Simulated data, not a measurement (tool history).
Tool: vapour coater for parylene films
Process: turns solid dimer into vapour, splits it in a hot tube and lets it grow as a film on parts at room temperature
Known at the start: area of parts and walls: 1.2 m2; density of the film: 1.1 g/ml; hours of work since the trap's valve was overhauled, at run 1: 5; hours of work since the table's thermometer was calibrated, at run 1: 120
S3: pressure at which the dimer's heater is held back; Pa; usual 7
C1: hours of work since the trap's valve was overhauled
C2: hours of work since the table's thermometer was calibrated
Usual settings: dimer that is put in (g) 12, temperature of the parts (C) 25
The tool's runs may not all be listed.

run 1 hour=0 | dimer_that_is_put_in_(g)=12 temperature_of_the_parts_(C)=25 S3=7 | C1=5 C2=120 | thickness_of_the_film_(µm)=4.02
run 2 hour=44.8 | dimer_that_is_put_in_(g)=12 temperature_of_the_parts_(C)=25 S3=7 | C1=31 C2=146 | thickness_of_the_film_(µm)=3.99
run 3 hour=72.5 | dimer_that_is_put_in_(g)=12 temperature_of_the_parts_(C)=25 S3=5.76 | C1=47 C2=163 | thickness_of_the_film_(µm)=4.14
run 4 hour=101.9 | dimer_that_is_put_in_(g)=12 temperature_of_the_parts_(C)=25 S3=5.76 | C1=64 C2=180 | thickness_of_the_film_(µm)=4.13
run 5 hour=130.3 | dimer_that_is_put_in_(g)=12 temperature_of_the_parts_(C)=25 S3=5.76 | C1=81 C2=196 | thickness_of_the_film_(µm)=4.17
run 6 hour=179.5 | dimer_that_is_put_in_(g)=12 temperature_of_the_parts_(C)=25 S3=5.76 | C1=109 C2=225 | thickness_of_the_film_(µm)=4.13
run 7 hour=207.5 | dimer_that_is_put_in_(g)=12 temperature_of_the_parts_(C)=33 S3=7 | C1=125 C2=241 | thickness_of_the_film_(µm)=3.09
run 8 hour=240.2 | dimer_that_is_put_in_(g)=12 temperature_of_the_parts_(C)=33 S3=7 | C1=145 C2=260 | thickness_of_the_film_(µm)=3.11
run 9 hour=291.8 | dimer_that_is_put_in_(g)=12 temperature_of_the_parts_(C)=33 S3=7 | C1=175 C2=290 | thickness_of_the_film_(µm)=3.07
run 10 hour=338 | dimer_that_is_put_in_(g)=12 temperature_of_the_parts_(C)=25 S3=7 | C1=201 C2=317 | thickness_of_the_film_(µm)=4.07
run 11 hour=387.6 | dimer_that_is_put_in_(g)=12 temperature_of_the_parts_(C)=25 S3=7 | C1=230 C2=346 | thickness_of_the_film_(µm)=4.06
run 12 hour=425.5 | dimer_that_is_put_in_(g)=12 temperature_of_the_parts_(C)=25 S3=7 | C1=252 C2=368 | thickness_of_the_film_(µm)=4.03
run 13 hour=479.6 | dimer_that_is_put_in_(g)=12 temperature_of_the_parts_(C)=30 S3=7 | C1=284 C2=400 | thickness_of_the_film_(µm)=3.43
-- hour=497.8 trap's valve overhauled
run 14 hour=516.3 | dimer_that_is_put_in_(g)=6 temperature_of_the_parts_(C)=25 S3=7 | C1=11 C2=419 | thickness_of_the_film_(µm)=2.05
run 15 hour=563.9 | dimer_that_is_put_in_(g)=6 temperature_of_the_parts_(C)=25 S3=7 | C1=38 C2=446 | thickness_of_the_film_(µm)=2.04
run 16 hour=602.9 | dimer_that_is_put_in_(g)=15 temperature_of_the_parts_(C)=19 S3=10.9 | C1=61 C2=469 | thickness_of_the_film_(µm)=5.95
run 17 hour=666.1 | dimer_that_is_put_in_(g)=5 temperature_of_the_parts_(C)=20 S3=11.69 | C1=98 C2=506 | thickness_of_the_film_(µm)=1.87
run 18 hour=727.8 | dimer_that_is_put_in_(g)=20 temperature_of_the_parts_(C)=26 S3=7 | C1=134 C2=542 | thickness_of_the_film_(µm)=6.56
run 19 hour=788.5 | dimer_that_is_put_in_(g)=12 temperature_of_the_parts_(C)=18 S3=4.92 | C1=169 C2=577 | thickness_of_the_film_(µm)=5.27
run 20 hour=830.4 | dimer_that_is_put_in_(g)=12 temperature_of_the_parts_(C)=18 S3=4.92 | C1=194 C2=602 | thickness_of_the_film_(µm)=5.25
run 21 hour=857.8 | dimer_that_is_put_in_(g)=16 temperature_of_the_parts_(C)=34 S3=7.45 | C1=210 C2=617 | thickness_of_the_film_(µm)=3.98
run 22 hour=911.8 | dimer_that_is_put_in_(g)=16 temperature_of_the_parts_(C)=34 S3=7.45 | C1=241 C2=649 | thickness_of_the_film_(µm)=3.98
run 23 hour=971.9 | dimer_that_is_put_in_(g)=9 temperature_of_the_parts_(C)=34 S3=2.33 | C1=276 C2=684 | thickness_of_the_film_(µm)=2.49
-- hour=1006.3 trap's valve overhauled
run 24 hour=1025.7 | dimer_that_is_put_in_(g)=14 temperature_of_the_parts_(C)=35 S3=11.65 | C1=11 C2=713 | thickness_of_the_film_(µm)=3.23
run 25 hour=1077.1 | dimer_that_is_put_in_(g)=12 temperature_of_the_parts_(C)=19 S3=7 | C1=41 C2=743 | thickness_of_the_film_(µm)=4.9
run 26 hour=1127.1 | dimer_that_is_put_in_(g)=9 temperature_of_the_parts_(C)=25 S3=8.4 | C1=70 C2=772 | thickness_of_the_film_(µm)=2.99
run 27 hour=1179.7 | dimer_that_is_put_in_(g)=9 temperature_of_the_parts_(C)=36 S3=11.69 | C1=101 C2=803 | thickness_of_the_film_(µm)=1.98
run 28 hour=1230.1 | dimer_that_is_put_in_(g)=22 temperature_of_the_parts_(C)=30 S3=8.4 | C1=130 C2=832 | thickness_of_the_film_(µm)=6.22
-- hour=1236.3 table's thermometer calibrated
run 29 hour=1283.9 | dimer_that_is_put_in_(g)=7 temperature_of_the_parts_(C)=24 S3=7 | C1=161 C2=28 | thickness_of_the_film_(µm)=2.45

5 ways to go on from here, each from the tool as it stands after run 29. What would each give?
run A hour=1318.9 | dimer_that_is_put_in_(g)=8 temperature_of_the_parts_(C)=25 S3=4.6 | C1=181 C2=48 | thickness_of_the_film_(µm)=?
run B hour=1318.9 | dimer_that_is_put_in_(g)=6 temperature_of_the_parts_(C)=26 S3=4.9 | C1=181 C2=48 | thickness_of_the_film_(µm)=?
run C hour=1318.9 | dimer_that_is_put_in_(g)=7 temperature_of_the_parts_(C)=28 S3=7 | C1=181 C2=48 | thickness_of_the_film_(µm)=?
run D hour=1318.9 | dimer_that_is_put_in_(g)=12 temperature_of_the_parts_(C)=28 S3=9.3 | C1=181 C2=48 | thickness_of_the_film_(µm)=?
run E hour=1318.9 | dimer_that_is_put_in_(g)=7 temperature_of_the_parts_(C)=24 S3=3.21 | C1=181 C2=48 | thickness_of_the_film_(µm)=?

run=A thickness_of_the_film_(µm)=2.78
run=B thickness_of_the_film_(µm)=2.04
run=C thickness_of_the_film_(µm)=2.09
run=D thickness_of_the_film_(µm)=3.59
run=E thickness_of_the_film_(µm)=2.58
Without the tool's hidden state the same runs would have given:
run=A thickness_of_the_film_(µm)=2.79
run=B thickness_of_the_film_(µm)=2.05
run=C thickness_of_the_film_(µm)=2.1
run=D thickness_of_the_film_(µm)=3.6
run=E thickness_of_the_film_(µm)=2.59
